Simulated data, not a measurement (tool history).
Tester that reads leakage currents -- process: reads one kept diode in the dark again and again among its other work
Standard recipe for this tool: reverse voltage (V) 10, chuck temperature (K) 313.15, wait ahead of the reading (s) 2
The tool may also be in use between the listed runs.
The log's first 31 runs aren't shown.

run    hour  reverse voltage (V)  chuck temperature (K)  wait ahead of the reading (s)  hours of work since the probe card was cleaned  hours of work since the tester was calibrated  hours of work since the chuck was calibrated  current that the tester gives (pA)
 32  2234.6                  6.1                 313.15                              2                                             617                                           1851                                           118                              547.01
 33  2281.9                  6.1                 313.15                              2                                             654                                           1887                                           155                              545.44
 34  2332.8                  1.1                 314.15                           3.68                                             694                                           1927                                           194                              219.38
 35  2406.7                  8.6                 333.15                           1.49                                             751                                           1984                                           252                             2506.05
 36  2449.1                  8.6                 333.15                           1.49                                             784                                           2017                                           285                             2506.98
 37  2534.9                   10                 328.15                           0.56                                             851                                           2084                                           351                             1988.33
 38  2631.9                  1.3                 313.15                           1.28                                             926                                           2159                                           427                              223.95
 39  2685.3                  1.3                 313.15                           1.28                                             967                                           2200                                           468                              223.86

Below are 4 alternative next runs, each starting from the tool's condition after run 39. Predict each:
  A  2732.9                  3.7                 320.15                           0.36                                            1004                                           2237                                           505                                   ?
  B  2732.9                  6.8                 298.15                           1.28                                            1004                                           2237                                           505                                   ?
  C  2732.9                  8.1                 296.15                           1.68                                            1004                                           2237                                           505                                   ?
  D  2732.9                  1.3                 313.15                           1.08                                            1004                                           2237                                           505                                   ?

run  current that the tester gives (pA)
  A                               662.4
  B                              191.13
  C                               180.3
  D                              223.65
Without the tool's unlogged condition, the same runs would have read:
run  current that the tester gives (pA)
  A                               663.7
  B                              188.91
  C                              177.37
  D                              224.23
